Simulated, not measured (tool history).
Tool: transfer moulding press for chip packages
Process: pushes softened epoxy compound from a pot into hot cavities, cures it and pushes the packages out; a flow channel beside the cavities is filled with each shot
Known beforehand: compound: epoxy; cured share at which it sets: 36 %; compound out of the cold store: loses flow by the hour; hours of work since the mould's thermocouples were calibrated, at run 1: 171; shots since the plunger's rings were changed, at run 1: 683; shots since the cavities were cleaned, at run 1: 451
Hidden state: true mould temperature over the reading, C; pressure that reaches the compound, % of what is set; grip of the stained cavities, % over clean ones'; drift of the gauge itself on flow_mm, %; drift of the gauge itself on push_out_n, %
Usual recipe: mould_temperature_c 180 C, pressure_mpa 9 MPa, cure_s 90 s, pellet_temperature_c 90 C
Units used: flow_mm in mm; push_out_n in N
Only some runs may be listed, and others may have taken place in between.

| run | hour | mould_temperature_c | pressure_mpa | cure_s | pellet_temperature_c | hours of work since the mould's thermocouples were calibrated | shots since the plunger's rings were changed | shots since the cavities were cleaned | incoming compound's hours out of the cold store | flow_mm | push_out_n |
|---|---|---|---|---|---|---|---|---|---|---|---|
| 1 | 0 | 180 | 9 | 90 | 90 | 171 | 683 | 451 | 24.6 | 697 | 610 |
| 2 | 20.6 | 180 | 9 | 90 | 90 | 187 | 996 | 764 | 17.8 | 723 | 685 |
|  | 33.1 | cavities cleaned with cleaning compound and waxed |
| 3 | 35.6 | 180 | 9 | 90 | 90 | 197 | 1200 | 38 | 9.1 | 749 | 505 |
| 4 | 47.8 | 180 | 9 | 90 | 90 | 206 | 1385 | 223 | 20.6 | 713 | 543 |
| 5 | 62.7 | 180 | 9 | 90 | 90 | 217 | 1610 | 448 | 19.3 | 702 | 646 |
| 6 | 83.3 | 180 | 9 | 104 | 90 | 233 | 1922 | 760 | 13.9 | 730 | 605 |
|  | 97.1 | cavities cleaned with cleaning compound and waxed |
| 7 | 99.6 | 180 | 9 | 104 | 90 | 244 | 2145 | 37 | 25.1 | 672 | 408 |
| 8 | 123.3 | 180 | 9 | 104 | 90 | 262 | 2505 | 397 | 24 | 687 | 521 |
| 9 | 144.3 | 180 | 9 | 90 | 90 | 278 | 2823 | 715 | 37.2 | 628 | 678 |
|  | 160.6 | cavities cleaned with cleaning compound and waxed |
| 10 | 165.4 | 180 | 9 | 90 | 90 | 292 | 3120 | 73 | 38.7 | 622 | 493 |
|  | 187.5 | mould's thermocouples calibrated |
| 11 | 191.2 | 180 | 9 | 90 | 90 | 3 | 3480 | 433 | 18.2 | 694 | 637 |
| 12 | 203.2 | 180 | 9 | 111 | 90 | 12 | 3662 | 615 | 10.2 | 718 | 548 |
| 13 | 223.3 | 180 | 9 | 111 | 90 | 27 | 3966 | 919 | 9.7 | 720 | 597 |
|  | 226.9 | cavities cleaned with cleaning compound and waxed |
| 14 | 239.5 | 180 | 9 | 111 | 90 | 38 | 4189 | 190 | 19.5 | 682 | 459 |
| 15 | 250.5 | 180 | 9 | 111 | 90 | 46 | 4356 | 357 | 45.3 | 587 | 500 |
| 16 | 264.5 | 180 | 9.95 | 90 | 98 | 57 | 4567 | 568 | 12.6 | 737 | 690 |
|  | 276 | mould's thermocouples calibrated, once more |
|  | 291.8 | cavities cleaned with cleaning compound and waxed |
| 17 | 291.8 | 172 | 10.2 | 79 | 99 | 11 | 4928 | 0 | 43.7 | 655 | 971 |
|  | 297.2 | plunger's sealing rings changed |
| 18 | 318.2 | 180 | 10.38 | 105 | 90 | 29 | 318 | 361 | 43.9 | 665 | 503 |
| 19 | 334.2 | 180 | 10.38 | 105 | 90 | 41 | 561 | 604 | 35.5 | 701 | 548 |
| 20 | 352.1 | 180 | 6.81 | 76 | 92 | 54 | 832 | 875 | 30.9 | 583 | 959 |
|  | 358.2 | cavities cleaned with cleaning compound and waxed |
| 21 | 364.8 | 180 | 6.81 | 76 | 92 | 63 | 1001 | 100 | 42.1 | 543 | 670 |
| 22 | 379.5 | 180 | 9.96 | 119 | 90 | 74 | 1225 | 324 | 22.7 | 722 | 486 |
| 23 | 401.1 | 180 | 9 | 90 | 84 | 90 | 1551 | 650 | 38.7 | 641 | 666 |
| 24 | 414.3 | 188 | 7.16 | 90 | 90 | 100 | 1752 | 851 | 32 | 576 | 566 |
|  | 422.7 | cavities cleaned with cleaning compound and waxed |
| 25 | 432.5 | 188 | 8.55 | 90 | 84 | 112 | 2004 | 147 | 35.5 | 605 | 444 |
| 26 | 453.7 | 188 | 8.55 | 90 | 84 | 128 | 2326 | 469 | 21.5 | 659 | 519 |
| 27 | 476.2 | 188 | 8.55 | 90 | 84 | 145 | 2667 | 810 | 29.9 | 619 | 549 |
|  | 486.2 | cavities cleaned with cleaning compound and waxed |
| 28 | 495.4 | 188 | 8.55 | 90 | 84 | 158 | 2933 | 139 | 41.5 | 583 | 414 |

4 options for the next run, each taken on its own from the tool as it stands now. Forecast them:
| A | 519.2 | 180 | 7.62 | 78 | 90 | 176 | 3295 | 501 | 40.6 | ? | ? |
| B | 519.2 | 183 | 9 | 90 | 82 | 176 | 3295 | 501 | 25.1 | ? | ? |
| C | 519.2 | 188 | 7.7 | 90 | 84 | 176 | 3295 | 501 | 31.2 | ? | ? |
| D | 519.2 | 180 | 10.44 | 90 | 98 | 176 | 3295 | 501 | 45.7 | ? | ? |

| run | flow_mm | push_out_n |
|---|---|---|
| A | 570 | 813 |
| B | 655 | 585 |
| C | 584 | 509 |
| D | 637 | 606 |
Without the tool's hidden state the same runs would have given:
| run | flow_mm | push_out_n |
|---|---|---|
| A | 595 | 582 |
| B | 684 | 415 |
| C | 610 | 359 |
| D | 665 | 432 |
